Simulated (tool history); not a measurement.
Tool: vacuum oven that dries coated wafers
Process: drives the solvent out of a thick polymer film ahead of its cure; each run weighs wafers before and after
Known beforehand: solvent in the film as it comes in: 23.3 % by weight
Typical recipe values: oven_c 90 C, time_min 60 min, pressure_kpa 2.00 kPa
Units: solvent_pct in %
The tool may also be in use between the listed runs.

{"run": 1, "hour": 0.0, "oven_c": 90, "time_min": 60, "pressure_kpa": 2.0, "solvent_pct": 1.77}
{"run": 2, "hour": 22.2, "oven_c": 90, "time_min": 60, "pressure_kpa": 2.0, "solvent_pct": 1.7}
{"run": 3, "hour": 33.5, "oven_c": 90, "time_min": 60, "pressure_kpa": 2.0, "solvent_pct": 1.73}
{"run": 4, "hour": 54.9, "oven_c": 90, "time_min": 60, "pressure_kpa": 2.0, "solvent_pct": 1.69}
{"run": 5, "hour": 76.5, "oven_c": 90, "time_min": 60, "pressure_kpa": 2.0, "solvent_pct": 1.74}
{"run": 6, "hour": 88.5, "oven_c": 90, "time_min": 60, "pressure_kpa": 2.0, "solvent_pct": 1.71}
{"run": 7, "hour": 102.5, "oven_c": 90, "time_min": 60, "pressure_kpa": 1.66, "solvent_pct": 1.64}
{"run": 8, "hour": 122.8, "oven_c": 90, "time_min": 34, "pressure_kpa": 1.66, "solvent_pct": 4.3}
{"run": 9, "hour": 134.6, "oven_c": 90, "time_min": 34, "pressure_kpa": 1.66, "solvent_pct": 4.32}
{"run": 10, "hour": 158.1, "oven_c": 86, "time_min": 60, "pressure_kpa": 2.0, "solvent_pct": 2.54}
{"run": 11, "hour": 175.0, "oven_c": 75, "time_min": 60, "pressure_kpa": 2.0, "solvent_pct": 5.43}
{"run": 12, "hour": 191.7, "oven_c": 90, "time_min": 60, "pressure_kpa": 2.0, "solvent_pct": 1.77}
{"run": 13, "hour": 213.3, "oven_c": 90, "time_min": 60, "pressure_kpa": 2.0, "solvent_pct": 1.75}
{"run": 14, "hour": 234.8, "oven_c": 90, "time_min": 60, "pressure_kpa": 2.0, "solvent_pct": 1.79}
{"run": 15, "hour": 245.7, "oven_c": 90, "time_min": 80, "pressure_kpa": 1.32, "solvent_pct": 0.9}
{"run": 16, "hour": 260.0, "oven_c": 90, "time_min": 80, "pressure_kpa": 1.32, "solvent_pct": 0.9}
{"run": 17, "hour": 271.4, "oven_c": 90, "time_min": 80, "pressure_kpa": 1.32, "solvent_pct": 0.92}
{"run": 18, "hour": 283.3, "oven_c": 90, "time_min": 95, "pressure_kpa": 1.65, "solvent_pct": 0.77}
{"run": 19, "hour": 300.8, "oven_c": 90, "time_min": 95, "pressure_kpa": 1.65, "solvent_pct": 0.85}
{"run": 20, "hour": 317.4, "oven_c": 78, "time_min": 36, "pressure_kpa": 1.92, "solvent_pct": 7.79}
{"run": 21, "hour": 335.9, "oven_c": 78, "time_min": 36, "pressure_kpa": 1.92, "solvent_pct": 7.8}
{"run": 22, "hour": 356.5, "oven_c": 90, "time_min": 84, "pressure_kpa": 2.52, "solvent_pct": 1.25}
{"hour": 367.4, "done": "oven's thermocouples calibrated"}
{"run": 23, "hour": 378.0, "oven_c": 94, "time_min": 62, "pressure_kpa": 2.59, "solvent_pct": 1.26}
{"run": 24, "hour": 398.9, "oven_c": 91, "time_min": 50, "pressure_kpa": 1.54, "solvent_pct": 1.94}
{"run": 25, "hour": 409.0, "oven_c": 91, "time_min": 50, "pressure_kpa": 1.54, "solvent_pct": 1.97}
{"run": 26, "hour": 427.8, "oven_c": 91, "time_min": 51, "pressure_kpa": 1.54, "solvent_pct": 1.85}
{"run": 27, "hour": 441.3, "oven_c": 77, "time_min": 60, "pressure_kpa": 2.0, "solvent_pct": 4.52}

Forecast each of these 4 alternatives for the next run:
{"run": "A", "hour": 451.7, "oven_c": 98, "time_min": 70, "pressure_kpa": 2.0, "solvent_pct": "?"}
{"run": "B", "hour": 451.7, "oven_c": 105, "time_min": 61, "pressure_kpa": 1.08, "solvent_pct": "?"}
{"run": "C", "hour": 451.7, "oven_c": 77, "time_min": 44, "pressure_kpa": 1.78, "solvent_pct": "?"}
{"run": "D", "hour": 451.7, "oven_c": 76, "time_min": 60, "pressure_kpa": 2.0, "solvent_pct": "?"}

run=A solvent_pct=0.68
run=B solvent_pct=0.32
run=C solvent_pct=6.35
run=D solvent_pct=4.90
Take away the tool's hidden state, keep each run's random variation, and the runs would have read:
run=A solvent_pct=0.64
run=B solvent_pct=0.29
run=C solvent_pct=6.20
run=D solvent_pct=4.74
